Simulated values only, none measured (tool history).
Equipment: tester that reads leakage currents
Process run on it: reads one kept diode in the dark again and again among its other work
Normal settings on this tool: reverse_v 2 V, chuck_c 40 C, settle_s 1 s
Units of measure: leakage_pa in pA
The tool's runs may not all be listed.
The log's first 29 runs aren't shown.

run	hour	reverse_v	chuck_c	settle_s	hours of work since the probe card was cleaned	hours of work since the tester was calibrated	hours of work since the chuck was calibrated	leakage_pa
30	1305.8	1.19	24	1.08	1569	245	320	66.33
31	1365	2.16	24	5.35	1612	288	363	81.97
32	1425.2	1.22	35	1	1655	332	407	153.74
33	1473.9	1.22	31	5.31	1690	367	442	115.86
34	1527.5	4.45	46	5.31	1729	406	480	516.59
35	1578.3	2	29	0.31	1766	442	517	122.16
36	1625.3	2	40	5.35	1800	476	551	264.73
37	1686.8	2	40	5.35	1844	521	596	267.63
38	1740.5	2	40	5.35	1883	559	634	267.47
39	1765.9	2	40	5.35	1901	578	653	269.16
40	1797.1	2	33	5.35	1924	600	675	165.41

Run 41 has not been measured yet. What should we expect?
41	1851.8	6.33	40	0.73	1963	640	715	?

leakage_pa: 409.15 pA
On a tool with no hidden condition, and with the same random variation, this run would have come out at leakage_pa 362.21 pA.
